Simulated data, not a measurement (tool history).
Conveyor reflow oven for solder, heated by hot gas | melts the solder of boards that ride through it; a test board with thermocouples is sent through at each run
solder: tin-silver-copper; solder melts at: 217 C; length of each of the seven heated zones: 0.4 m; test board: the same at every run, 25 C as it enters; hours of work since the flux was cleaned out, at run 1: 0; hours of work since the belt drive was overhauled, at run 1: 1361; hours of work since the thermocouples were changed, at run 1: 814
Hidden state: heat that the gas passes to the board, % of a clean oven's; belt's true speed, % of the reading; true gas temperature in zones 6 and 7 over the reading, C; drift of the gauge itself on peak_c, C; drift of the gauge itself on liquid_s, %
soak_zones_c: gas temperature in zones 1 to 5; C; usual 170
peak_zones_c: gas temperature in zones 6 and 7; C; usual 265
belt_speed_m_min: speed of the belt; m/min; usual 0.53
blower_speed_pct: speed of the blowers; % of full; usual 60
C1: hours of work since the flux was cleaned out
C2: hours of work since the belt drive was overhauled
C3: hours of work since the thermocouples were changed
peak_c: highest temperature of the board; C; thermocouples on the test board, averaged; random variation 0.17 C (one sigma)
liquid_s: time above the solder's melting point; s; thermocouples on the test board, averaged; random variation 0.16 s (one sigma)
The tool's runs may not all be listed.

run 1 hour=0 | soak_zones_c=170 peak_zones_c=265 belt_speed_m_min=0.53 blower_speed_pct=60 | C1=0 C2=1361 C3=814 | peak_c=257.3 liquid_s=74.1
run 2 hour=43.5 | soak_zones_c=170 peak_zones_c=265 belt_speed_m_min=0.53 blower_speed_pct=60 | C1=26 C2=1386 C3=839 | peak_c=257.6 liquid_s=73.7
run 3 hour=122.7 | soak_zones_c=170 peak_zones_c=265 belt_speed_m_min=0.53 blower_speed_pct=61 | C1=72 C2=1433 C3=885 | peak_c=257.2 liquid_s=74.3
run 4 hour=187.5 | soak_zones_c=170 peak_zones_c=256 belt_speed_m_min=0.53 blower_speed_pct=60 | C1=110 C2=1470 C3=923 | peak_c=248.9 liquid_s=67.4
-- hour=206.7 belt drive overhauled, speed set with a stopwatch
run 5 hour=250 | soak_zones_c=170 peak_zones_c=265 belt_speed_m_min=0.53 blower_speed_pct=74 | C1=144 C2=25 C3=957 | peak_c=259 liquid_s=74
run 6 hour=290.5 | soak_zones_c=170 peak_zones_c=265 belt_speed_m_min=0.53 blower_speed_pct=60 | C1=168 C2=49 C3=981 | peak_c=256.8 liquid_s=71.5
run 7 hour=339.6 | soak_zones_c=170 peak_zones_c=265 belt_speed_m_min=0.53 blower_speed_pct=60 | C1=196 C2=77 C3=1010 | peak_c=256.3 liquid_s=71.4
-- hour=353.6 thermocouples of zones 6 and 7 changed
run 8 hour=426.7 | soak_zones_c=170 peak_zones_c=265 belt_speed_m_min=0.53 blower_speed_pct=60 | C1=246 C2=127 C3=43 | peak_c=253.7 liquid_s=69.1
run 9 hour=508.4 | soak_zones_c=175 peak_zones_c=265 belt_speed_m_min=0.53 blower_speed_pct=60 | C1=293 C2=175 C3=90 | peak_c=254.2 liquid_s=71.9
run 10 hour=565.6 | soak_zones_c=175 peak_zones_c=265 belt_speed_m_min=0.53 blower_speed_pct=60 | C1=327 C2=208 C3=124 | peak_c=254.3 liquid_s=71.7
run 11 hour=628.2 | soak_zones_c=169 peak_zones_c=265 belt_speed_m_min=0.53 blower_speed_pct=60 | C1=363 C2=245 C3=160 | peak_c=253.2 liquid_s=68.8
-- hour=672 flux residue cleaned out of gas plates and filters
run 12 hour=711 | soak_zones_c=169 peak_zones_c=265 belt_speed_m_min=0.53 blower_speed_pct=60 | C1=23 C2=290 C3=206 | peak_c=254.5 liquid_s=70.3
run 13 hour=747.6 | soak_zones_c=169 peak_zones_c=265 belt_speed_m_min=0.53 blower_speed_pct=60 | C1=44 C2=311 C3=227 | peak_c=254.5 liquid_s=70.1
run 14 hour=815.9 | soak_zones_c=169 peak_zones_c=265 belt_speed_m_min=0.53 blower_speed_pct=66 | C1=84 C2=351 C3=267 | peak_c=255.9 liquid_s=71.5
run 15 hour=897.7 | soak_zones_c=184 peak_zones_c=265 belt_speed_m_min=0.53 blower_speed_pct=60 | C1=132 C2=399 C3=314 | peak_c=256.4 liquid_s=78.3
run 16 hour=971.8 | soak_zones_c=168 peak_zones_c=265 belt_speed_m_min=0.53 blower_speed_pct=61 | C1=175 C2=442 C3=358 | peak_c=254.5 liquid_s=70
run 17 hour=1057.3 | soak_zones_c=158 peak_zones_c=264 belt_speed_m_min=0.514 blower_speed_pct=76 | C1=225 C2=492 C3=407 | peak_c=255.8 liquid_s=70.7
run 18 hour=1120.1 | soak_zones_c=158 peak_zones_c=264 belt_speed_m_min=0.514 blower_speed_pct=76 | C1=261 C2=529 C3=444 | peak_c=255.8 liquid_s=70.7
run 19 hour=1206 | soak_zones_c=158 peak_zones_c=264 belt_speed_m_min=0.514 blower_speed_pct=76 | C1=311 C2=579 C3=494 | peak_c=255.7 liquid_s=70.9
run 20 hour=1251.6 | soak_zones_c=158 peak_zones_c=264 belt_speed_m_min=0.514 blower_speed_pct=76 | C1=338 C2=605 C3=521 | peak_c=256 liquid_s=71
run 21 hour=1300.7 | soak_zones_c=159 peak_zones_c=265 belt_speed_m_min=0.53 blower_speed_pct=77 | C1=367 C2=634 C3=549 | peak_c=256 liquid_s=68.7
-- hour=1344.3 flux residue cleaned out of gas plates and filters
run 22 hour=1348.5 | soak_zones_c=159 peak_zones_c=265 belt_speed_m_min=0.53 blower_speed_pct=77 | C1=2 C2=659 C3=574 | peak_c=257.5 liquid_s=70.4
run 23 hour=1417.9 | soak_zones_c=175 peak_zones_c=274 belt_speed_m_min=0.43 blower_speed_pct=65 | C1=43 C2=699 C3=615 | peak_c=269.8 liquid_s=102.9
run 24 hour=1472.4 | soak_zones_c=170 peak_zones_c=262 belt_speed_m_min=0.619 blower_speed_pct=65 | C1=75 C2=731 C3=647 | peak_c=249.8 liquid_s=56.3
run 25 hour=1508.2 | soak_zones_c=170 peak_zones_c=256 belt_speed_m_min=0.53 blower_speed_pct=73 | C1=96 C2=752 C3=668 | peak_c=249.9 liquid_s=68.3
run 26 hour=1583.6 | soak_zones_c=159 peak_zones_c=254 belt_speed_m_min=0.53 blower_speed_pct=60 | C1=140 C2=796 C3=711 | peak_c=244.2 liquid_s=57.7

Run 27 comes next. What will it give?
run 27 hour=1649.8 | soak_zones_c=170 peak_zones_c=278 belt_speed_m_min=0.535 blower_speed_pct=51 | C1=178 C2=835 C3=750 | peak_c=? liquid_s=?

peak_c: 265.9 C
liquid_s: 77.6 s
Without the tool's hidden state the same run would have given peak_c 264.3 C, liquid_s 75.4 s.
